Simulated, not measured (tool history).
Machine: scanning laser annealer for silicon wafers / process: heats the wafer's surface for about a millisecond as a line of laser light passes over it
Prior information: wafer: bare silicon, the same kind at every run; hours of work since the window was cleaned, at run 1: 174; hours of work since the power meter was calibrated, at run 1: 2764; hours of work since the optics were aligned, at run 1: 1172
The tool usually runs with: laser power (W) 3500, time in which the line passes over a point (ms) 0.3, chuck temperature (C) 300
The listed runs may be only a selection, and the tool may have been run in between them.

run    hour  laser power (W)  time in which the line passes over a point (ms)  chuck temperature (C)  hours of work since the window was cleaned  hours of work since the power meter was calibrated  hours of work since the optics were aligned  highest temperature of the surface (C)
  1       0             3500                                              0.3                    300                                         174                                                2764                                         1172                                    1059
  2    56.6             3500                                              0.3                    300                                         219                                                2809                                         1217                                    1048
  3   152.4             3500                                              0.3                    300                                         295                                                2885                                         1293                                    1040
  4   246.5             3500                                              0.3                    300                                         370                                                2960                                         1368                                    1030
  5   292.3             3500                                              0.3                    300                                         406                                                2996                                         1404                                    1027
      315.9  -- window over the wafer cleaned
  6   347.8             3500                                             0.31                    300                                          25                                                3039                                         1446                                    1085
  7   394.8             3500                                              0.3                    300                                          63                                                3076                                         1484                                    1067
  8   469.1             3500                                              0.3                    300                                         122                                                3135                                         1543                                    1060
      525.1  -- optics aligned, line set to its width
  9   531.5             3500                                            0.248                    300                                         167                                                3180                                            5                                    1009
 10   613.5             3500                                            0.248                    297                                         232                                                3245                                           70                                    1000
 11   686.9             3500                                            0.248                    297                                         290                                                3304                                          128                                     993
 12   743.2             3302                                              0.3                    300                                         335                                                3348                                          173                                     997
 13   834.8             3634                                             0.31                    300                                         408                                                3421                                          246                                    1093
      861.8  -- window over the wafer cleaned
 14   897.8             3750                                            0.292                    308                                          29                                                3469                                          294                                    1155
 15   950.2             3500                                            0.292                    318                                          70                                                3511                                          336                                    1091
 16  1026.7             3500                                              0.3                    330                                         131                                                3572                                          396                                    1101
 17  1110.7             3500                                            0.215                    339                                         197                                                3638                                          463                                     989

What does the tool deliver on the next run?
 18  1195.2             3527                                            0.318                    264                                         264                                                3705                                          530                                       ?

highest temperature of the surface (C): 1044
With the hidden condition absent and the run-to-run variation left alone, this run would have shown highest temperature of the surface (C) 1119.
